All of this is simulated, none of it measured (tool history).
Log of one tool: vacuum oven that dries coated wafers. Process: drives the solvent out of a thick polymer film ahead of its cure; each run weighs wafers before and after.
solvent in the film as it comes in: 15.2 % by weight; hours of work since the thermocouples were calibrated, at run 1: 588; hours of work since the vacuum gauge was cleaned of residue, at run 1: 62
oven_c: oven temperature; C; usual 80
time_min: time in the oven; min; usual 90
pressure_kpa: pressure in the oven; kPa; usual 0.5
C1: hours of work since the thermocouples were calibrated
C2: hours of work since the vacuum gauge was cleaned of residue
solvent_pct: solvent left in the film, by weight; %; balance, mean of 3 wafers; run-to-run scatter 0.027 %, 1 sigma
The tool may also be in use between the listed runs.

Run 1, day 0: usual settings; C1 588; C2 62. Result: solvent_pct 1.34 %.
Run 2, day 3.688: usual settings but time_min 120 min; C1 644; C2 118. Result: solvent_pct 0.72 %.
Run 3, day 7.242: usual settings but time_min 120 min, pressure_kpa 1.965 kPa; C1 698; C2 172. Result: solvent_pct 1.31 %.
Run 4, day 9.875: usual settings but time_min 120 min, pressure_kpa 1.965 kPa; C1 738; C2 211. Result: solvent_pct 1.33 %.
Run 5, day 14.425: usual settings but time_min 120 min, pressure_kpa 1.965 kPa; C1 807; C2 280. Result: solvent_pct 1.25 %.
Run 6, day 18.983: usual settings but time_min 120 min, pressure_kpa 0.262 kPa; C1 876; C2 349. Result: solvent_pct 0.57 %.
Run 7, day 23.696: usual settings but pressure_kpa 1.414 kPa; C1 947; C2 421. Result: solvent_pct 1.65 %.
Run 8, day 25.958: usual settings but time_min 50 min; C1 981; C2 455. Result: solvent_pct 3.24 %.
Run 9, day 28.279: usual settings but pressure_kpa 0.406 kPa; C1 1016; C2 490. Result: solvent_pct 1.22 %.
Run 10, day 32.05: usual settings but pressure_kpa 0.406 kPa; C1 1073; C2 547. Result: solvent_pct 1.14 %.
Run 11, day 33.958: usual settings but pressure_kpa 0.406 kPa; C1 1102; C2 576. Result: solvent_pct 1.2 %.
Run 12, day 36.042: usual settings but time_min 135 min, pressure_kpa 0.406 kPa; C1 1134; C2 607. Result: solvent_pct 0.44 %.
Run 13, day 40.362: usual settings but time_min 75 min; C1 1199; C2 673. Result: solvent_pct 1.67 %.
Run 14, day 44.862: usual settings but time_min 94 min; C1 1267; C2 741. Result: solvent_pct 1.04 %.
Run 15, day 48.429: usual settings but pressure_kpa 0.718 kPa; C1 1321; C2 795. Result: solvent_pct 1.21 %.
Run 16, day 52.271: usual settings; C1 1379; C2 853. Result: solvent_pct 1.22 %.
Run 17, day 54.167: usual settings; C1 1408; C2 882. Result: solvent_pct 1.2 %.
Run 18, day 57.212: usual settings; C1 1454; C2 928. Result: solvent_pct 1.14 %.
At day 58.467: oven's thermocouples calibrated.
Run 19, day 60.096: usual settings; C1 25; C2 970. Result: solvent_pct 1.51 %.
Run 20, day 64.354: usual settings; C1 89; C2 1034. Result: solvent_pct 1.57 %.
Run 21, day 67.283: usual settings; C1 133; C2 1079. Result: solvent_pct 1.49 %.
Run 22, day 70.758: usual settings; C1 186; C2 1131. Result: solvent_pct 1.47 %.
Run 23, day 74.662: usual settings but pressure_kpa 0.556 kPa; C1 245; C2 1190. Result: solvent_pct 1.49 %.
Run 24, day 77.454: usual settings but time_min 52 min, pressure_kpa 1.644 kPa; C1 287; C2 1233. Result: solvent_pct 3.81 %.
Run 25, day 80.071: usual settings but oven_c 83 C, time_min 52 min, pressure_kpa 0.805 kPa; C1 327; C2 1272. Result: solvent_pct 2.6 %.
Run 26, day 83.892: usual settings but oven_c 83 C, time_min 56 min, pressure_kpa 0.612 kPa; C1 385; C2 1330. Result: solvent_pct 2.25 %.
Run 27, day 86.312: usual settings but oven_c 83 C, time_min 56 min, pressure_kpa 0.612 kPa; C1 421; C2 1367. Result: solvent_pct 2.17 %.
Run 28, day 88.804: usual settings but oven_c 83 C, time_min 56 min, pressure_kpa 0.803 kPa; C1 459; C2 1404. Result: solvent_pct 2.29 %.
Run 29, day 91.488: usual settings but time_min 56 min, pressure_kpa 0.45 kPa; C1 500; C2 1445. Result: solvent_pct 3.02 %.
Run 30, day 94.021: usual settings but time_min 52 min, pressure_kpa 0.542 kPa; C1 538; C2 1483. Result: solvent_pct 3.38 %.
Run 31, day 96.171: usual settings but oven_c 95 C, time_min 52 min, pressure_kpa 0.842 kPa; C1 570; C2 1516. Result: solvent_pct 0.39 %.
Run 32, day 98.696: usual settings but oven_c 95 C, time_min 52 min, pressure_kpa 0.842 kPa; C1 609; C2 1554. Result: solvent_pct 0.45 %.
Run 33, day 100.946: usual settings but time_min 107 min; C1 643; C2 1588. Result: solvent_pct 1 %.
Run 34, day 104.417: usual settings but time_min 107 min; C1 695; C2 1640. Result: solvent_pct 1 %.
Run 35, day 108.821: usual settings but oven_c 69 C, time_min 107 min, pressure_kpa 0.386 kPa; C1 762; C2 1707. Result: solvent_pct 4.12 %.
Run 36, day 111.025: usual settings but oven_c 68 C, time_min 58 min, pressure_kpa 0.314 kPa; C1 795; C2 1740. Result: solvent_pct 7.01 %.
Run 37, day 114.571: usual settings but oven_c 67 C, time_min 55 min, pressure_kpa 1.522 kPa; C1 849; C2 1794. Result: solvent_pct 8.08 %.
Run 38, day 117.746: usual settings but oven_c 85 C, time_min 127 min, pressure_kpa 1.583 kPa; C1 897; C2 1842. Result: solvent_pct 0.72 %.
Run 39, day 122.288: usual settings but time_min 106 min, pressure_kpa 1.104 kPa; C1 965; C2 1911. Result: solvent_pct 1.24 %.
Run 40, day 124.821: usual settings but time_min 106 min, pressure_kpa 1.104 kPa; C1 1004; C2 1949. Result: solvent_pct 1.21 %.
Run 41, day 127.638: usual settings but time_min 89 min, pressure_kpa 1.104 kPa; C1 1046; C2 1992. Result: solvent_pct 1.56 %.
Run 42, day 131.9: usual settings but time_min 89 min, pressure_kpa 1.104 kPa; C1 1111; C2 2056. Result: solvent_pct 1.59 %.
Run 43, day 135.5: usual settings but oven_c 70 C, time_min 156 min, pressure_kpa 1.104 kPa; C1 1165; C2 2111. Result: solvent_pct 2.63 %.
Run 44, day 138.529: usual settings but oven_c 81 C, time_min 156 min, pressure_kpa 1.104 kPa; C1 1211; C2 2156. Result: solvent_pct 0.69 %.
Run 45, day 140.675: usual settings but oven_c 77 C, time_min 79 min, pressure_kpa 1.247 kPa; C1 1244; C2 2189. Result: solvent_pct 2.74 %.

Alternative continuations, all from the tool just after run 45; predict every row:
Run A, day 144.583: usual settings but oven_c 77 C, time_min 83 min, pressure_kpa 1.642 kPa; C1 1303; C2 2248. Result: solvent_pct ?.
Run B, day 144.583: usual settings but oven_c 78 C, time_min 79 min, pressure_kpa 1.574 kPa; C1 1303; C2 2248. Result: solvent_pct ?.
Run C, day 144.583: usual settings but oven_c 78 C, time_min 103 min, pressure_kpa 1.247 kPa; C1 1303; C2 2248. Result: solvent_pct ?.
Run D, day 144.583: usual settings but oven_c 66 C, time_min 130 min, pressure_kpa 0.931 kPa; C1 1303; C2 2248. Result: solvent_pct ?.

run  solvent_pct
  A         2.71
  B         2.62
  C          1.6
  D         4.51
Stripped of hidden state, with their random variation kept, the same runs would have yielded:
run  solvent_pct
  A         3.06
  B         2.96
  C         1.82
  D         4.94
